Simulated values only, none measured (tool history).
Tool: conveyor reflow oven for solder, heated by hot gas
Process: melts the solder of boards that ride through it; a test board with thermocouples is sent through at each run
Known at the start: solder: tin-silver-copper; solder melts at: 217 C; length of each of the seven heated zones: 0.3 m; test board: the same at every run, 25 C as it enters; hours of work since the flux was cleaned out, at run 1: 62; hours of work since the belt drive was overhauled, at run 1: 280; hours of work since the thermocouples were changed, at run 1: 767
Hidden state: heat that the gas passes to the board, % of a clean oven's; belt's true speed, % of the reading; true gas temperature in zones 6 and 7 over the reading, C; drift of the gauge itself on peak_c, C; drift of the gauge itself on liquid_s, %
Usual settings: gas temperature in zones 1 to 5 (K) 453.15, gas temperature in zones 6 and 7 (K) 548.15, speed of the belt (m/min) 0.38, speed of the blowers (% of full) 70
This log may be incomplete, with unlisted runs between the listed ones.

run   hour  gas temperature in zones 1 to 5 (K)  gas temperature in zones 6 and 7 (K)  speed of the belt (m/min)  speed of the blowers (% of full)  hours of work since the flux was cleaned out  hours of work since the belt drive was overhauled  hours of work since the thermocouples were changed  highest temperature of the board (K)  time above the solder's melting point (s)
  1      0                               453.15                                548.15                       0.38                                70                                            62                                                280                                                 767                                537.45                                      83.64
  2   14.7                               447.15                                548.15                       0.38                                70                                            69                                                287                                                 774                                536.55                                      80.39
  3   48.3                               453.15                                548.15                       0.38                                70                                            86                                                304                                                 791                                537.45                                      83.47
  4   74.2                               453.15                                548.15                       0.38                                70                                            99                                                317                                                 804                                537.35                                      83.58
  5  102.6                               453.15                                548.15                       0.38                                70                                           113                                                331                                                 818                                537.25                                      83.37
  6  133.6                               453.15                                548.15                       0.38                                70                                           129                                                347                                                 834                                537.45                                      83.48
  7  169.1                               453.15                                548.15                       0.38                                70                                           146                                                364                                                 851                                537.05                                      83.45
  8  190.7                               453.15                                548.15                       0.38                                70                                           157                                                375                                                 862                                536.95                                      83.46
  9    215                               446.15                                548.15                       0.38                                70                                           169                                                387                                                 874                                535.85                                      79.52
 10  250.1                               446.15                                548.15                       0.38                                70                                           187                                                405                                                 892                                535.95                                      79.56
 11  276.1                               466.15                                548.15                       0.38                                70                                           200                                                418                                                 905                                538.75                                      90.63
 12  295.7                               466.15                                548.15                       0.38                                70                                           210                                                428                                                 915                                538.75                                      90.85
     301.4  -- thermocouples of zones 6 and 7 changed
 13  329.1                               466.15                                548.15                       0.38                                70                                           226                                                443                                                  14                                536.35                                       89.5
 14  344.6                               442.15                                548.15                       0.38                                70                                           233                                                451                                                  22                                532.65                                      75.86
 15  375.7                               442.15                                548.15                       0.38                                70                                           249                                                467                                                  37                                532.75                                      75.85
 16  411.9                               442.15                                539.15                      0.306                                61                                           267                                                485                                                  55                                528.95                                      92.56
 17  428.2                               453.15                                548.15                      0.373                                70                                           275                                                493                                                  63                                534.95                                      83.55
 18  453.2                               453.15                                548.15                      0.373                                70                                           288                                                506                                                  76                                534.75                                      83.65
 19    485                               453.15                                548.15                      0.373                                70                                           304                                                521                                                  92                                534.65                                      83.56
 20  515.6                               453.15                                548.15                      0.373                                70                                           319                                                537                                                 107                                534.75                                      83.68
 21  541.9                               448.15                                548.15                      0.373                                54                                           332                                                550                                                 120                                530.55                                       77.3
 22  571.6                               445.15                                542.15                      0.373                                54                                           347                                                565                                                 135                                524.75                                       70.7
 23    598                               459.15                                562.15                       0.31                                59                                           360                                                578                                                 148                                551.85                                     115.44
 24  629.7                               458.15                                562.15                      0.328                                51                                           376                                                594                                                 164                                548.35                                     107.19
 25  659.8                               453.15                                548.15                       0.38                                75                                           391                                                609                                                 179                                534.75                                      81.95
       668  -- flux residue cleaned out of gas plates and filters
 26  699.3                               458.15                                548.15                       0.38                                80                                            16                                                626                                                 197                                538.65                                      87.39
 27  716.5                               453.15                                548.15                      0.416                                70                                            24                                                635                                                 205                                533.85                                      74.48
 28  737.9                               453.15                                548.15                      0.416                                70                                            35                                                646                                                 216                                534.15                                      74.37
 29  764.3                               453.15                                548.15                      0.416                                70                                            48                                                659                                                 229                                534.05                                       74.2
 30  783.2                               452.15                                548.15                       0.38                                61                                            58                                                668                                                 239                                534.55                                      81.42

Describe how what the log doesn't record of the tool's condition differs between the last listed run preceding each entry between runs and the first listed run following it.
Between runs 12 and 13: thermocouples of zones 6 and 7 changed (hour 301.4)
  heat that the gas passes to the board, % of a clean oven's: 91.2 -> 90.6; belt's true speed, % of the reading: 99.49 -> 99.47; true gas temperature in zones 6 and 7 over the reading, C: 2.24 -> -0.11
  measured result minus the result with no hidden state, highest temperature of the board (K): +0.8 -> -1.5; time above the solder's melting point (s): +0.78 -> -0.44
Between runs 25 and 26: flux residue cleaned out of gas plates and filters (hour 668)
  heat that the gas passes to the board, % of a clean oven's: 84.7 -> 99; belt's true speed, % of the reading: 99.23 -> 99.2; true gas temperature in zones 6 and 7 over the reading, C: 0.37 -> 0.42
  measured result minus the result with no hidden state, highest temperature of the board (K): -2.5 -> +0.4; time above the solder's melting point (s): -1.46 -> +0.93
